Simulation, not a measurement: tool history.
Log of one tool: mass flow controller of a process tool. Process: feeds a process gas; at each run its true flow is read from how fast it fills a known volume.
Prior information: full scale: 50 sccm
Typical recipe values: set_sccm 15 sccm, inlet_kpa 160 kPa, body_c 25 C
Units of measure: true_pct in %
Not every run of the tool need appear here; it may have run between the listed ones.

run,hour,set_sccm,inlet_kpa,body_c,true_pct
1,0,15,160,25,99.05
2,194.2,15,160,25,99
3,474.6,15,160,25,98.96
4,681.3,15,160,25,98.91
5,958.8,15,160,25,98.96
6,1111.4,15,160,25,98.83
7,1459.3,15,160,25,98.91
8,1686,15,160,25,98.75
9,2028,15,160,25,98.64
10,2366.1,15,158,25,98.72
11,2632.8,15,158,25,98.63
12,2837.1,15,158,37,97.83
13,3141.1,15,158,37,97.75
14,3492.2,15,158,37,97.81
# hour 3512.7: controller's zero set anew
15,3686.6,15,158,37,96.65
16,4025.6,15,158,37,96.53
# hour 4171.6: controller's zero set anew, once more
17,4342,15,142,25,100.02
18,4665.2,15,160,25,100.1
19,4899,10,160,25,100.07
20,5120.2,5,160,25,99.69
21,5351.1,5,203,25,99.7
22,5517.1,15,194,25,100.29
23,5756.2,15,194,25,100.24
24,5986.4,15,194,25,100.06
25,6267,15,194,21,100.47
26,6460.1,15,237,23,100.57
27,6626.9,15,237,23,100.52
28,6815,15,237,23,100.54
29,7019.8,15,156,25,99.88
30,7254.9,16,217,24,100.39
31,7495.6,5,223,28,98.49
32,7685,5,223,28,98.34
33,7955,31,146,29,99.83
34,8122.6,11,240,22,100.22
35,8398.8,11,240,22,100.01
36,8636.6,11,240,22,100.06
37,8969.4,11,240,22,99.96
38,9249.1,11,240,22,99.85
39,9555.4,15,182,25,99.74
40,9902.5,13,152,21,99.51
41,10184,42,160,33,100.03
42,10372.4,6,187,21,97.66
43,10641.2,6,187,21,97.59
44,10835.7,11,220,30,98.8
45,11176.4,11,220,30,98.83
46,11379.3,28,220,30,100.25
47,11633.1,18,196,21,99.94
48,11823.7,31,164,21,100.51

Forecast each of these 3 alternatives for the next run:
A,12123.8,31,143,21,?
B,12123.8,31,248,40,?
C,12123.8,15,202,25,?

run,true_pct
A,100.28
B,99.97
C,99.44
The same runs, with their run-to-run variation unchanged, on a tool lacking any hidden condition would have given:
run,true_pct
A,99.6
B,99.29
C,99.7

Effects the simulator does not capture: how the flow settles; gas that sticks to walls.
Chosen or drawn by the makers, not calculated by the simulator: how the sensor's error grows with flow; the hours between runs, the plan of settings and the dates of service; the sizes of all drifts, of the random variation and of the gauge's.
